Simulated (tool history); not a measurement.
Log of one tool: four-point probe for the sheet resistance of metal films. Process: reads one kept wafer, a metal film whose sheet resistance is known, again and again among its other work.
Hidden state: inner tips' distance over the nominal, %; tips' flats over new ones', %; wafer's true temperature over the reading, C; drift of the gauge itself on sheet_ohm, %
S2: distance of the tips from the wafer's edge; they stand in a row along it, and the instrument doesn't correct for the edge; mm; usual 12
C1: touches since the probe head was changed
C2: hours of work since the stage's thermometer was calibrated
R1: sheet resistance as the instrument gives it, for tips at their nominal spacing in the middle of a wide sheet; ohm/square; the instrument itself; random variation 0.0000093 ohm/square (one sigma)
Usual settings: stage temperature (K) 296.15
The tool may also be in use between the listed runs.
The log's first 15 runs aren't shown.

run 16 hour=760.7 | stage_temperature_(K)=306.15 S2=12 | C1=17952 C2=2435 | R1=0.046571
-- hour=799.7 stage's thermometer calibrated
run 17 hour=839.1 | stage_temperature_(K)=306.15 S2=12 | C1=21591 C2=31 | R1=0.046463
run 18 hour=913.3 | stage_temperature_(K)=305.15 S2=5 | C1=25058 C2=91 | R1=0.046675
run 19 hour=986.4 | stage_temperature_(K)=305.15 S2=5 | C1=28469 C2=149 | R1=0.046657
run 20 hour=1024.2 | stage_temperature_(K)=293.15 S2=15 | C1=30238 C2=179 | R1=0.04678
run 21 hour=1056.2 | stage_temperature_(K)=293.15 S2=15 | C1=31728 C2=205 | R1=0.04678
run 22 hour=1093.1 | stage_temperature_(K)=299.15 S2=27 | C1=33456 C2=234 | R1=0.046588
run 23 hour=1157.2 | stage_temperature_(K)=299.15 S2=27 | C1=36449 C2=285 | R1=0.046578
run 24 hour=1224.6 | stage_temperature_(K)=303.15 S2=27 | C1=39597 C2=339 | R1=0.046439
run 25 hour=1285.9 | stage_temperature_(K)=297.15 S2=4 | C1=42459 C2=388 | R1=0.046989
run 26 hour=1322.1 | stage_temperature_(K)=297.15 S2=4 | C1=44148 C2=417 | R1=0.046982
run 27 hour=1358 | stage_temperature_(K)=297.15 S2=16 | C1=45829 C2=445 | R1=0.04661
run 28 hour=1431.8 | stage_temperature_(K)=305.15 S2=6 | C1=49273 C2=504 | R1=0.046522
run 29 hour=1483.2 | stage_temperature_(K)=307.15 S2=29 | C1=51674 C2=545 | R1=0.046291
run 30 hour=1551.1 | stage_temperature_(K)=297.15 S2=18 | C1=54846 C2=600 | R1=0.046572
run 31 hour=1587.5 | stage_temperature_(K)=296.15 S2=12 | C1=56546 C2=629 | R1=0.046616
run 32 hour=1621.2 | stage_temperature_(K)=296.15 S2=12 | C1=58121 C2=655 | R1=0.046633
run 33 hour=1697.3 | stage_temperature_(K)=295.15 S2=25 | C1=61673 C2=716 | R1=0.046609

Forecast each of these 3 alternatives for the next run:
run A hour=1755 | stage_temperature_(K)=296.15 S2=6 | C1=64369 C2=762 | R1=?
run B hour=1755 | stage_temperature_(K)=301.15 S2=19 | C1=64369 C2=762 | R1=?
run C hour=1755 | stage_temperature_(K)=302.15 S2=4 | C1=64369 C2=762 | R1=?

run=A R1=0.046748
run=B R1=0.046411
run=C R1=0.046771
Without the tool's hidden state the same runs would have given:
run=A R1=0.046889
run=B R1=0.046552
run=C R1=0.046914

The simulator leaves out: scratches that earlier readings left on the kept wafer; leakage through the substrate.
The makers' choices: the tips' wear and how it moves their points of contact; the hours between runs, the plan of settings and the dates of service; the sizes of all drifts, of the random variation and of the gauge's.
